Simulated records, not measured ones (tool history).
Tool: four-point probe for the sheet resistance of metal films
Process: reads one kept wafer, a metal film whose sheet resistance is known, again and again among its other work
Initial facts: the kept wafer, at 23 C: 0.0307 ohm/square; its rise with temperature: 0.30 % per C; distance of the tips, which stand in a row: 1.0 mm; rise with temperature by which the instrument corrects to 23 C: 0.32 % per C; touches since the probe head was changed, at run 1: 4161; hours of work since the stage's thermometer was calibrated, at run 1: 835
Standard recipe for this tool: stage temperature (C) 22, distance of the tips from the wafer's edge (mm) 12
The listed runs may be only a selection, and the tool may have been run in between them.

| run | hour | stage temperature (C) | distance of the tips from the wafer's edge (mm) | touches since the probe head was changed | hours of work since the stage's thermometer was calibrated | sheet resistance as the instrument gives it (ohm/square) |
|---|---|---|---|---|---|---|
| 1 | 0.0 | 22 | 12 | 4161 | 835 | 0.030833 |
| 2 | 6.7 | 22 | 15 | 4272 | 840 | 0.030800 |
| 3 | 13.8 | 22 | 15 | 4391 | 846 | 0.030799 |
| 4 | 26.0 | 22 | 15 | 4593 | 856 | 0.030791 |
| 5 | 38.6 | 33 | 12 | 4801 | 866 | 0.030779 |
| 6 | 48.4 | 33 | 12 | 4964 | 873 | 0.030771 |
| 7 | 56.4 | 33 | 12 | 5097 | 880 | 0.030782 |
| 8 | 67.2 | 21 | 12 | 5276 | 888 | 0.030836 |
| 9 | 78.0 | 22 | 12 | 5455 | 897 | 0.030842 |
| 10 | 86.2 | 22 | 12 | 5591 | 904 | 0.030840 |
| 11 | 93.6 | 22 | 12 | 5714 | 909 | 0.030836 |
| 12 | 100.7 | 18 | 12 | 5832 | 915 | 0.030864 |
|  | 102.5 | stage's thermometer calibrated |
| 13 | 109.2 | 18 | 12 | 5965 | 5 | 0.030870 |
| 14 | 119.0 | 22 | 12 | 6127 | 13 | 0.030846 |
| 15 | 133.9 | 22 | 12 | 6375 | 25 | 0.030850 |
| 16 | 145.8 | 22 | 12 | 6572 | 35 | 0.030840 |
|  | 155.3 | stage's thermometer calibrated, once more |
| 17 | 161.4 | 22 | 12 | 6823 | 5 | 0.030871 |
| 18 | 173.7 | 22 | 12 | 7025 | 15 | 0.030859 |
| 19 | 186.0 | 22 | 12 | 7230 | 24 | 0.030866 |
| 20 | 199.5 | 29 | 27 | 7455 | 35 | 0.030729 |
| 21 | 210.3 | 25 | 7 | 7633 | 44 | 0.031069 |
| 22 | 224.3 | 20 | 7 | 7865 | 55 | 0.031106 |
| 23 | 234.6 | 20 | 7 | 8035 | 63 | 0.031099 |
| 24 | 248.7 | 31 | 48 | 8270 | 75 | 0.030705 |
| 25 | 260.0 | 18 | 4 | 8457 | 84 | 0.031786 |
| 26 | 270.6 | 18 | 4 | 8633 | 92 | 0.031781 |
| 27 | 279.5 | 29 | 18 | 8781 | 99 | 0.030769 |
| 28 | 285.6 | 31 | 10 | 8882 | 104 | 0.030876 |
| 29 | 295.9 | 22 | 12 | 9052 | 112 | 0.030871 |
| 30 | 306.6 | 22 | 4 | 9230 | 121 | 0.031766 |
| 31 | 317.0 | 24 | 7 | 9403 | 129 | 0.031066 |
| 32 | 327.5 | 19 | 56 | 9577 | 137 | 0.030784 |
| 33 | 337.5 | 33 | 38 | 9743 | 145 | 0.030705 |
| 34 | 350.0 | 27 | 15 | 9950 | 155 | 0.030803 |
| 35 | 357.8 | 27 | 15 | 10080 | 162 | 0.030812 |
| 36 | 366.8 | 27 | 26 | 10229 | 169 | 0.030752 |

Describe how what the log doesn't record of the tool's condition differs between the last listed run preceding each entry between runs and the first listed run following it.
In the gap between runs 12 and 13: stage's thermometer calibrated (hour 102.5)
  inner tips' distance over the nominal, %: 0.104 -> 0.105; wafer's true temperature over the reading, C: -0.13 -> -0.16
  measured minus no-state result, sheet resistance as the instrument gives it (ohm/square): +0.000023 -> +0.000020
In the gap between runs 16 and 17: stage's thermometer calibrated, once more (hour 155.3)
  inner tips' distance over the nominal, %: 0.113 -> 0.117; tips' flats over new ones', %: 7 -> 8; wafer's true temperature over the reading, C: -0.16 -> 0.04
  measured minus no-state result, sheet resistance as the instrument gives it (ohm/square): +0.000023 -> +0.000043
